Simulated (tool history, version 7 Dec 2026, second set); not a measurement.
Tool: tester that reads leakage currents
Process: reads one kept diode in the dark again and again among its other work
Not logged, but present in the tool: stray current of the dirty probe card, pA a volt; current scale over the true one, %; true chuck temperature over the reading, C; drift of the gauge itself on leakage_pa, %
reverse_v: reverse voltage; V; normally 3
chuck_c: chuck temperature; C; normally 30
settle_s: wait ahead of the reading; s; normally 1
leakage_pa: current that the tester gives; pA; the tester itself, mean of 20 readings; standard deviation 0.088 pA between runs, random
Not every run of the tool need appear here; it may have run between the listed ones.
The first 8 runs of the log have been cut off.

run	hour	reverse_v	chuck_c	settle_s	hours of work since the probe card was cleaned	hours of work since the tester was calibrated	hours of work since the chuck was calibrated	leakage_pa
9	800.2	3	36	1	266	4696	926	37.93
10	882.9	3	36	1	329	4758	989	37.6
11	958	3	36	1	385	4815	1045	38.02
12	1106.5	3	36	0.71	497	4927	1157	38.23
13	1229.1	3	24	1	589	5019	1249	15.87
14	1364	3.91	24	1	691	5120	1351	18.47
15	1466.1	3.91	24	1	768	5197	1428	18.73
16	1560.8	1.31	30	0.4	839	5269	1499	17.45
17	1661.9	1.47	36	1	915	5345	1575	27.39
18	1761.3	4.43	27	3.25	990	5420	1650	23.96
19	1833.3	4.43	27	3.25	1045	5474	1705	24.11
20	1943.1	8.77	30	1	1127	5557	1787	45.46
21	2072	8.77	30	1	1224	5654	1884	45.88
22	2200.4	8.77	30	1	1321	5751	1981	46.47
23	2311.3	8.77	30	1	1405	5834	2065	47.07
# hour 2413: tester calibrated
24	2423.7	3	30	1.59	1488	8	2148	25.05
25	2545.9	3	30	1.59	1580	100	2240	25.58
26	2644.8	3	30	1.59	1654	175	2314	25.59
# hour 2710.7: chuck's temperature calibrated
27	2794.5	9.76	30	1	1766	286	63	57.26
28	2937.3	9.76	30	1	1873	393	171	57.41
29	3059.5	5.66	30	0.73	1965	486	263	42.74
30	3159.8	5.66	30	0.73	2041	561	338	42.78

Alternative continuations, all from the tool just after run 30; predict every row:
A	3237.3	1.33	30	4.85	2099	619	397	?
B	3237.3	7.09	39	0.69	2099	619	397	?
C	3237.3	5.94	30	0.93	2099	619	397	?

run	leakage_pa
A	18.68
B	83.94
C	43.76
With the hidden condition removed and each run's random variation left untouched, the same runs would have given:
run	leakage_pa
A	16.6
B	72.13
C	33.25
